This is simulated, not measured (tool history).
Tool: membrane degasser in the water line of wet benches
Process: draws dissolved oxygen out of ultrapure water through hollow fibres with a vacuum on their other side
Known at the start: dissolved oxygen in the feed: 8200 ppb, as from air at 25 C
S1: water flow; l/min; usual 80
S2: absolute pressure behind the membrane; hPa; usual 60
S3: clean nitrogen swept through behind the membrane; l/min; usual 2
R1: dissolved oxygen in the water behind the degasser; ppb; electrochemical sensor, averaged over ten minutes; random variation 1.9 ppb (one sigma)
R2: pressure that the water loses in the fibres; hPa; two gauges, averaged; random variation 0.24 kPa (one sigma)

run	hour	S1	S2	S3	R1	R2
1	0	80	60	2	247	646.5
2	80	80	60	2	255.4	643.9
3	224.4	63	60	2	199.6	510.2
4	354.5	80	83.5	2	429.7	640.3
5	457	80	83.5	2	434.8	647.1
6	621.7	80	83.5	2	433.1	644.5
7	733	80	83.5	2	428.7	649.2
8	819.3	80	83.5	3.3	292.9	652.5
9	936	80	60	2	252	646.3
10	1062.5	80	60	2	254.8	646.6
11	1191.8	80	60	2	256.3	649.7
12	1338.2	80	60	2	254.6	653.9
13	1432.3	80	60	1.6	294.3	650.2
14	1541.8	80	60	1.6	298	648.1
15	1624	80	60	1.6	290.3	649.4
16	1712.9	80	60	4.84	138.2	651.1
17	1817.2	80	60	4.84	137.3	652.7
18	1928.5	80	60	4.84	138.1	652.6
19	2031.2	80	65.1	4.84	156.1	652.1
20	2170.8	80	75.4	1.12	548.4	648.8
21	2335.3	80	88.2	1.12	695	651.1
22	2456.9	80	88.2	1.12	695.2	650.8
23	2532.3	80	130.4	2	770.4	651.8
24	2676.5	97	45.6	2	186.6	791.7
25	2752.8	112	60	0.94	547.1	916.8
26	2826.4	59	60	4.71	95.3	481.3
27	2963.2	59	60	4.71	95.5	478.7
28	3046.1	66	82.2	0.96	587	540.2
29	3121.6	80	60	4.89	137.4	654.1
30	3263.7	80	60	4.89	137.6	650.4
31	3417.3	80	60	4.89	139	655.9
32	3501.2	80	60	4.89	138.8	656.1

4 ways to go on from here, each from the tool as it stands after run 32. What would each give?
A	3572.7	82	60	3.08	?	?
B	3572.7	57	114.5	1.7	?	?
C	3572.7	110	85	4.04	?	?
D	3572.7	80	37.3	2.71	?	?

run	R1	R2
A	194.5	674.2
B	562.1	467.3
C	378.7	901.8
D	70.7	653.6
Without the tool's hidden state the same runs would have given:
run	R1	R2
A	185	653.6
B	554.8	452.9
C	364.1	874.1
D	61	633.5
